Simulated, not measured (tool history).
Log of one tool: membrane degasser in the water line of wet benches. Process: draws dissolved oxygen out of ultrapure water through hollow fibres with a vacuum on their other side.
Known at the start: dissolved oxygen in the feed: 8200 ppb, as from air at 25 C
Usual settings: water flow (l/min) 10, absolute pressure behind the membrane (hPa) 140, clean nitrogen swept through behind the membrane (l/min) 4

run,hour,water flow (l/min),absolute pressure behind the membrane (hPa),clean nitrogen swept through behind the membrane (l/min),dissolved oxygen in the water behind the degasser (ppb),pressure that the water loses in the fibres (hPa)
1,0,10,140,4,363.1,477.7
2,304.3,6,140,4,114.9,288.5
3,448.5,6,140,4.53,108.1,288.5
4,785.2,6,140,4.53,108,287.2
# hour 917.8: vacuum gauge calibrated
5,1084.4,6,140,4.53,108.5,292.2
6,1231.5,6,140,4.53,109.5,292.3
7,1449.6,13,140,4.53,605,626.1
8,1677.8,13,140,4.53,603.3,626.4
9,1955.7,13,140,4.53,604.6,628.6
10,2299.8,12,140,4.53,525.7,580.6
11,2652.8,12,140,1.83,621.8,582.2
12,2894.1,10,140,4,378.1,484.2
13,3152.8,10,140,4,379.1,486.6
14,3305.8,10,103,4,359.3,487.4
15,3512.2,10,103,4,358.2,490.7
16,3682.3,10,103,4,365.4,487.6
17,3958.4,10,140,4,387.4,488.9
18,4222.7,10,140,8.99,350.5,490.9
19,4555.8,10,197,9.05,365.2,489.8
20,4778.2,10,197,9.05,370.2,491
21,5079.5,10,197,9.05,372.2,492.8
22,5314.3,10,197,8.81,374.8,489.6
23,5515.1,10,96,4,370.9,492
24,5863.3,10,191,4,426.6,491.4
25,6093.9,10,191,4,429.1,493.7
26,6391.5,10,191,4,425.5,491.5
27,6730.9,10,191,4,428.3,499.2
28,6977.2,8,140,8.49,221.9,398.8
# hour 7035.5: membrane cartridge changed
29,7224.1,11,179,2.1,511.2,502.4
30,7578.5,14,140,4,632.7,645
31,7802.4,11,144,4,404.6,506.6
32,8049.8,11,215,4.36,440,504.8
# hour 8150.6: vacuum gauge calibrated
33,8291.2,6,271,1.72,283,276.3

The same runs without the tool's hidden state, with the same run-to-run variation:
The hidden state here: membrane still open, %; true pressure behind the membrane over the reading, kPa; air that leaks in behind the membrane, l/min; drift of the gauge itself on oxygen_ppb, %; drift of the gauge itself on loss_of_pressure_kpa, %.
run,dissolved oxygen in the water behind the degasser (ppb),pressure that the water loses in the fibres (hPa)
1,319.8,456.6
2,98.8,275.4
3,92.2,275.3
4,91.4,273.5
5,92.3,278.1
6,92.8,277.9
7,533,594.6
8,530.2,594.3
9,529.6,595.6
10,455.4,549.3
11,548.1,549.7
12,320.6,456.7
13,320.2,458.2
14,299.8,458.7
15,297.9,461.5
16,303.2,458
17,323.4,458.8
18,286.8,460
19,299.5,458.3
20,302.6,459
21,302.7,459.9
22,304,456.4
23,298.7,458.1
24,350.8,456.7
25,351.7,458.5
26,347.3,455.5
27,347.8,462.4
28,168.5,368.9
29,497.6,501.9
30,623.1,643.5
31,394.7,504.9
32,426.6,502.6
33,257.3,274.8
